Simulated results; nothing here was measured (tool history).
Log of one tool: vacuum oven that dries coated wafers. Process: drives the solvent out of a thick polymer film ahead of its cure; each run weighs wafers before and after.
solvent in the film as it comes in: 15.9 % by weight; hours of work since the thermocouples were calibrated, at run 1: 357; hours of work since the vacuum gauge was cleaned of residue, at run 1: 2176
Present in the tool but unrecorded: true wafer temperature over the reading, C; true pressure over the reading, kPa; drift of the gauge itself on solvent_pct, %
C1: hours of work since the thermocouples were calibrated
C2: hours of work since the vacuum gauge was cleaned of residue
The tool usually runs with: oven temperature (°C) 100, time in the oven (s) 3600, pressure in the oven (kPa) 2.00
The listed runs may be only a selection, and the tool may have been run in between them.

Run 1, day 0.000: usual settings; C1 357; C2 2176. Result: solvent left in the film (%) 3.63.
Run 2, day 3.829: usual settings; C1 416; C2 2235. Result: solvent left in the film (%) 3.59.
Run 3, day 6.442: usual settings but time in the oven (s) 5460; C1 456; C2 2275. Result: solvent left in the film (%) 2.73.
At day 6.675: vacuum gauge cleaned of residue and calibrated.
Run 4, day 9.129: usual settings; C1 496; C2 38. Result: solvent left in the film (%) 3.88.
Run 5, day 11.350: usual settings; C1 531; C2 72. Result: solvent left in the film (%) 3.85.
Run 6, day 13.546: usual settings; C1 564; C2 106. Result: solvent left in the film (%) 3.84.
Run 7, day 17.362: usual settings but pressure in the oven (kPa) 3.46; C1 623; C2 164. Result: solvent left in the film (%) 4.99.
Run 8, day 19.050: usual settings but oven temperature (°C) 114; C1 649; C2 190. Result: solvent left in the film (%) 1.87.
At day 21.779: oven's thermocouples calibrated.
Run 9, day 22.629: usual settings but oven temperature (°C) 114; C1 13; C2 244. Result: solvent left in the film (%) 2.01.
Run 10, day 24.746: usual settings but oven temperature (°C) 114, time in the oven (s) 4980, pressure in the oven (kPa) 3.57; C1 46; C2 277. Result: solvent left in the film (%) 2.65.
Run 11, day 27.775: usual settings but oven temperature (°C) 114, time in the oven (s) 2160, pressure in the oven (kPa) 7.90; C1 92; C2 323. Result: solvent left in the film (%) 5.62.

A few steps of solvent left in the film (%) between consecutive runs. Split each: what settings, incoming material and random variation would produce without the hidden state, and what is left over for the hidden state, along with gauge scatter present in only one of the two compared results (measured, and without hidden state):
Run 7 -> 8: oven temperature (°C) 100 -> 114, pressure in the oven (kPa) 3.46 -> 2.00. solvent left in the film (%) -3.12: hidden state -0.27, all else -2.85.
